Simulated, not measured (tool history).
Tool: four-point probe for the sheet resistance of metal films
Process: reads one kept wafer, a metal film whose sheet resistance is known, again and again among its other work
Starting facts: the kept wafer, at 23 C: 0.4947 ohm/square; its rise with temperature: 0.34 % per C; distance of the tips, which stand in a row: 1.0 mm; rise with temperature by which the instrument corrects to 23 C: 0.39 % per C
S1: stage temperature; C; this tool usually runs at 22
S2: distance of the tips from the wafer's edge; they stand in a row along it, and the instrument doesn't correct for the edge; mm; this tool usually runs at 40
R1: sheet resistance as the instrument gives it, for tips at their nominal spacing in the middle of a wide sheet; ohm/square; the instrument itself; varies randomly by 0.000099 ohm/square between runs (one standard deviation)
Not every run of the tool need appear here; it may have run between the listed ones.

{"run": 1, "hour": 0.0, "S1": 22, "S2": 40, "R1": 0.493909}
{"run": 2, "hour": 28.0, "S1": 22, "S2": 30, "R1": 0.494191}
{"run": 3, "hour": 53.9, "S1": 22, "S2": 9, "R1": 0.496997}
{"run": 4, "hour": 80.0, "S1": 22, "S2": 40, "R1": 0.493793}
{"run": 5, "hour": 103.6, "S1": 22, "S2": 40, "R1": 0.493724}
{"run": 6, "hour": 134.2, "S1": 22, "S2": 40, "R1": 0.493725}
{"run": 7, "hour": 147.8, "S1": 22, "S2": 40, "R1": 0.493863}
{"run": 8, "hour": 167.5, "S1": 22, "S2": 40, "R1": 0.493625}
{"run": 9, "hour": 199.8, "S1": 22, "S2": 40, "R1": 0.493763}
{"run": 10, "hour": 227.5, "S1": 22, "S2": 40, "R1": 0.493641}
{"run": 11, "hour": 252.6, "S1": 22, "S2": 10, "R1": 0.496139}
{"run": 12, "hour": 281.2, "S1": 22, "S2": 4, "R1": 0.509467}
{"run": 13, "hour": 309.7, "S1": 22, "S2": 4, "R1": 0.509342}
{"run": 14, "hour": 324.5, "S1": 22, "S2": 4, "R1": 0.509526}
{"run": 15, "hour": 354.6, "S1": 22, "S2": 4, "R1": 0.509343}
{"run": 16, "hour": 382.4, "S1": 22, "S2": 31, "R1": 0.493465}
{"run": 17, "hour": 415.3, "S1": 33, "S2": 31, "R1": 0.490719}
{"run": 18, "hour": 434.3, "S1": 33, "S2": 31, "R1": 0.490535}
{"run": 19, "hour": 451.2, "S1": 33, "S2": 31, "R1": 0.490501}
{"run": 20, "hour": 473.2, "S1": 22, "S2": 40, "R1": 0.493509}
{"run": 21, "hour": 499.9, "S1": 22, "S2": 40, "R1": 0.493359}
{"hour": 503.0, "done": "stage's thermometer calibrated"}
{"run": 22, "hour": 519.2, "S1": 22, "S2": 40, "R1": 0.493085}
{"run": 23, "hour": 535.5, "S1": 22, "S2": 11, "R1": 0.495074}
{"run": 24, "hour": 557.7, "S1": 34, "S2": 10, "R1": 0.492491}
{"run": 25, "hour": 580.8, "S1": 18, "S2": 3, "R1": 0.521635}
{"run": 26, "hour": 600.9, "S1": 22, "S2": 4, "R1": 0.508941}
{"run": 27, "hour": 616.6, "S1": 28, "S2": 40, "R1": 0.491344}
{"run": 28, "hour": 645.4, "S1": 21, "S2": 66, "R1": 0.493114}
{"run": 29, "hour": 672.4, "S1": 21, "S2": 22, "R1": 0.493587}
{"run": 30, "hour": 689.5, "S1": 21, "S2": 22, "R1": 0.493559}
{"hour": 695.3, "done": "stage's thermometer calibrated, once more"}
{"run": 31, "hour": 721.2, "S1": 22, "S2": 36, "R1": 0.493012}
{"run": 32, "hour": 742.8, "S1": 32, "S2": 55, "R1": 0.490484}
{"run": 33, "hour": 761.1, "S1": 32, "S2": 55, "R1": 0.490362}
{"run": 34, "hour": 778.6, "S1": 24, "S2": 40, "R1": 0.492353}
{"run": 35, "hour": 811.2, "S1": 31, "S2": 5, "R1": 0.5009}
{"run": 36, "hour": 825.7, "S1": 25, "S2": 4, "R1": 0.508046}
{"run": 37, "hour": 842.8, "S1": 25, "S2": 4, "R1": 0.508013}
{"run": 38, "hour": 868.4, "S1": 26, "S2": 14, "R1": 0.49297}
{"run": 39, "hour": 901.8, "S1": 31, "S2": 13, "R1": 0.491762}
{"run": 40, "hour": 919.1, "S1": 21, "S2": 6, "R1": 0.50013}
{"run": 41, "hour": 946.5, "S1": 34, "S2": 5, "R1": 0.499968}
{"run": 42, "hour": 968.1, "S1": 24, "S2": 74, "R1": 0.492118}
{"run": 43, "hour": 1001.4, "S1": 23, "S2": 6, "R1": 0.499351}
{"run": 44, "hour": 1016.3, "S1": 34, "S2": 6, "R1": 0.496705}
{"run": 45, "hour": 1031.5, "S1": 34, "S2": 6, "R1": 0.496587}
{"run": 46, "hour": 1045.4, "S1": 24, "S2": 3, "R1": 0.519679}

Below, some changes in R1 between adjacent runs. For each, the amount present without the hidden state too (settings, incoming material, random variation) and the amount remaining for the hidden state with gauge scatter not shared by both compared results:
What the log doesn't record here: inner tips' distance over the nominal, %; tips' flats over new ones', %; wafer's true temperature over the reading, C; drift of the gauge itself on sheet_ohm, %.
Run 21 -> 22: stage's thermometer calibrated. R1 -0.000274 ohm/square: hidden state -0.000151, all else -0.000123.
Run 24 -> 25: S1 34 -> 18, S2 10 -> 3. R1 +0.029144 ohm/square: hidden state -0.000170, all else +0.029314.
Run 26 -> 27: S1 22 -> 28, S2 4 -> 40. R1 -0.017597 ohm/square: hidden state +0.000058, all else -0.017655.
Run 30 -> 31: S1 21 -> 22, S2 22 -> 36, stage's thermometer calibrated, once more. R1 -0.000547 ohm/square: hidden state +0.000223, all else -0.000770.
Run 45 -> 46: S1 34 -> 24, S2 6 -> 3. R1 +0.023092 ohm/square: hidden state -0.000134, all else +0.023226.
